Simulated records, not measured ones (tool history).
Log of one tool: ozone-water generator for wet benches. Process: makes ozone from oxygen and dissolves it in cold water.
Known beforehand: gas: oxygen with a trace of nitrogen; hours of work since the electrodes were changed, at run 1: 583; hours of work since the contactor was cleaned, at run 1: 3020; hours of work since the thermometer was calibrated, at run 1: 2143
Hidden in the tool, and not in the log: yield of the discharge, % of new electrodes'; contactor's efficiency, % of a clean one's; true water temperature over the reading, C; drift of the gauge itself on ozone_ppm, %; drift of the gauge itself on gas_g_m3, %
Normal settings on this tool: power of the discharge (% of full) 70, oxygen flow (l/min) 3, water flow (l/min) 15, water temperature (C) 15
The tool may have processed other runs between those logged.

| run | hour | power of the discharge (% of full) | oxygen flow (l/min) | water flow (l/min) | water temperature (C) | hours of work since the electrodes were changed | hours of work since the contactor was cleaned | hours of work since the thermometer was calibrated | dissolved ozone (ppm) | ozone in the gas ahead of the water (g/m3) |
|---|---|---|---|---|---|---|---|---|---|---|
| 1 | 0 | 70 | 3 | 15 | 15 | 583 | 3020 | 2143 | 22.4 | 213 |
| 2 | 40.6 | 70 | 3 | 15 | 15 | 619 | 3055 | 2179 | 22.8 | 210.5 |
| 3 | 64.5 | 70 | 3 | 15 | 15 | 639 | 3076 | 2199 | 22.7 | 213.2 |
| 4 | 103.8 | 70 | 3 | 15 | 15 | 673 | 3110 | 2233 | 22.7 | 212.1 |
| 5 | 125.1 | 62 | 3 | 15 | 15 | 692 | 3128 | 2252 | 20.2 | 191.1 |
| 6 | 150.6 | 70 | 3 | 15 | 15 | 714 | 3150 | 2274 | 22.6 | 211.6 |
| 7 | 183.4 | 70 | 3 | 17 | 15 | 742 | 3178 | 2302 | 20.1 | 214.6 |
| 8 | 206.7 | 70 | 3 | 17 | 15 | 762 | 3199 | 2322 | 20.2 | 214.4 |
| 9 | 246.6 | 47 | 3 | 15 | 15 | 797 | 3233 | 2357 | 15.9 | 147.3 |
| 10 | 279.8 | 42 | 3 | 15 | 15 | 825 | 3262 | 2385 | 14.1 | 133.7 |
| 11 | 298.2 | 42 | 3 | 15 | 15 | 841 | 3278 | 2401 | 14.4 | 133.1 |
| 12 | 341.3 | 42 | 3 | 15 | 15 | 879 | 3315 | 2439 | 14.4 | 133.1 |
| 13 | 380.3 | 70 | 3 | 15 | 15 | 912 | 3349 | 2472 | 22.6 | 213.3 |
| 14 | 400.9 | 84 | 2.86 | 17 | 15 | 930 | 3367 | 2490 | 23.7 | 259 |
| 15 | 424.7 | 84 | 2.86 | 14 | 15 | 951 | 3387 | 2511 | 28.4 | 258.6 |
| 16 | 446.4 | 70 | 4.7 | 15 | 15 | 970 | 3406 | 2530 | 23.8 | 170 |
| 17 | 464.4 | 81 | 4.7 | 22 | 15 | 985 | 3422 | 2545 | 20 | 196.8 |
| 18 | 488.9 | 81 | 4.7 | 22 | 15 | 1006 | 3443 | 2566 | 19.8 | 193.1 |
| 19 | 530.5 | 81 | 1.61 | 22 | 18 | 1042 | 3479 | 2602 | 15 | 329.3 |
| 20 | 549 | 70 | 2.15 | 15 | 15 | 1058 | 3495 | 2618 | 21.5 | 250.8 |
| 21 | 569.9 | 70 | 2.15 | 15 | 15 | 1076 | 3513 | 2636 | 21.3 | 250.4 |
| 22 | 601.2 | 70 | 2.15 | 15 | 15 | 1103 | 3540 | 2664 | 21.1 | 250.7 |
| 23 | 639.8 | 50 | 3 | 16 | 16 | 1137 | 3573 | 2697 | 15.8 | 156.9 |
| 24 | 669.5 | 50 | 3 | 16 | 16 | 1163 | 3599 | 2723 | 15.5 | 157.7 |
| 25 | 692.7 | 70 | 3 | 15 | 14 | 1183 | 3619 | 2743 | 23.1 | 212.7 |
| 26 | 711 | 89 | 2.11 | 10 | 14 | 1198 | 3635 | 2759 | 37.7 | 314.5 |

Branching from run 26: 4 alternative next runs. What would each branch give?
| A | 742.5 | 61 | 2.11 | 10 | 14 | 1226 | 3662 | 2786 | ? | ? |
| B | 742.5 | 94 | 2.11 | 10 | 14 | 1226 | 3662 | 2786 | ? | ? |
| C | 742.5 | 65 | 2.11 | 11 | 8 | 1226 | 3662 | 2786 | ? | ? |
| D | 742.5 | 70 | 3 | 24 | 15 | 1226 | 3662 | 2786 | ? | ? |

| run | dissolved ozone (ppm) | ozone in the gas ahead of the water (g/m3) |
|---|---|---|
| A | 26.7 | 220 |
| B | 39.4 | 328.7 |
| C | 27.9 | 234.9 |
| D | 14.8 | 213.1 |
Without the tool's unlogged condition, the same runs would have read:
| run | dissolved ozone (ppm) | ozone in the gas ahead of the water (g/m3) |
|---|---|---|
| A | 26.7 | 220.2 |
| B | 39.5 | 328.9 |
| C | 28 | 235 |
| D | 14.8 | 213.3 |
